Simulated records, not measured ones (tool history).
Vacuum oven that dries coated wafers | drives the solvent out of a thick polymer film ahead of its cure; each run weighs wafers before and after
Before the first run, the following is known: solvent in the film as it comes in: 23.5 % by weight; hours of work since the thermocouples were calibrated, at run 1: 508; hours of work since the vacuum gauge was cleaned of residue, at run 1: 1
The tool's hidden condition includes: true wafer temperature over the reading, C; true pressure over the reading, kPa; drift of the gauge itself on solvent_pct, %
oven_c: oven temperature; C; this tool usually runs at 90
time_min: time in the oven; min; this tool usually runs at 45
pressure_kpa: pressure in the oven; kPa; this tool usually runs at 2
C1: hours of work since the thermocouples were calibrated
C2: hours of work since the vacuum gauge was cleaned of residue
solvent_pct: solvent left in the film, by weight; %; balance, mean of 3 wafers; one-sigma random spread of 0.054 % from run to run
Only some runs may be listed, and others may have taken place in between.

run 1 day=0.000 | oven_c=90 time_min=45 pressure_kpa=2 | C1=508 C2=1 | solvent_pct=2.36
run 2 day=4.625 | oven_c=90 time_min=45 pressure_kpa=2 | C1=575 C2=68 | solvent_pct=2.34
run 3 day=6.917 | oven_c=90 time_min=45 pressure_kpa=2 | C1=607 C2=101 | solvent_pct=2.46
run 4 day=11.983 | oven_c=90 time_min=45 pressure_kpa=2 | C1=680 C2=173 | solvent_pct=2.33
run 5 day=15.546 | oven_c=90 time_min=45 pressure_kpa=2 | C1=731 C2=224 | solvent_pct=2.41
run 6 day=19.871 | oven_c=90 time_min=45 pressure_kpa=2 | C1=794 C2=287 | solvent_pct=2.44
-- day=22.850 oven's thermocouples calibrated
run 7 day=23.533 | oven_c=90 time_min=45 pressure_kpa=2 | C1=10 C2=338 | solvent_pct=2.86
run 8 day=26.012 | oven_c=89 time_min=45 pressure_kpa=2 | C1=45 C2=374 | solvent_pct=3.05
run 9 day=30.862 | oven_c=89 time_min=45 pressure_kpa=2 | C1=115 C2=443 | solvent_pct=3.02
run 10 day=34.100 | oven_c=97 time_min=32 pressure_kpa=2 | C1=162 C2=490 | solvent_pct=2.59
run 11 day=38.458 | oven_c=99 time_min=35 pressure_kpa=2 | C1=224 C2=552 | solvent_pct=1.81
-- day=40.612 oven's thermocouples calibrated, once more
run 12 day=42.467 | oven_c=83 time_min=35 pressure_kpa=2 | C1=27 C2=609 | solvent_pct=5.54

Estimate the outcome of run 13 from the log above:
run 13 day=46.217 | oven_c=79 time_min=45 pressure_kpa=2 | C1=81 C2=663 | solvent_pct=?

Run 13 gave solvent_pct 5.65 %.
Take away the tool's hidden state, keep the run-to-run variation as it was, and the same run would have given solvent_pct 5.69 %.
